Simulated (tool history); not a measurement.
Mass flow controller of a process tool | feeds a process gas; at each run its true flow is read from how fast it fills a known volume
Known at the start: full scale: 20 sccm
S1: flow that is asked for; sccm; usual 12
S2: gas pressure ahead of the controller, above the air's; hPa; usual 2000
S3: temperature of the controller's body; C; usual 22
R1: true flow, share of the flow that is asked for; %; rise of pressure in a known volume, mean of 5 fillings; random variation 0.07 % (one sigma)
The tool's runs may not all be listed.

Run 1, hour 0: usual settings. Result: R1 99.25 %.
Run 2, hour 192.7: usual settings. Result: R1 99.28 %.
Run 3, hour 545.8: usual settings. Result: R1 99.17 %.
Run 4, hour 805.8: usual settings. Result: R1 99.2 %.
Run 5, hour 1035: usual settings but S2 2620 hPa. Result: R1 98.83 %.
Run 6, hour 1354.4: usual settings but S3 33 C. Result: R1 100.24 %.
Run 7, hour 1707.1: usual settings but S3 33 C. Result: R1 100.21 %.

Forecast run 8:
Run 8, hour 2017: usual settings but S3 33 C. Result: R1 ?.

Run 8 gave R1 100.22 %.
Without the tool's hidden state the same run would have given R1 100.13 %.
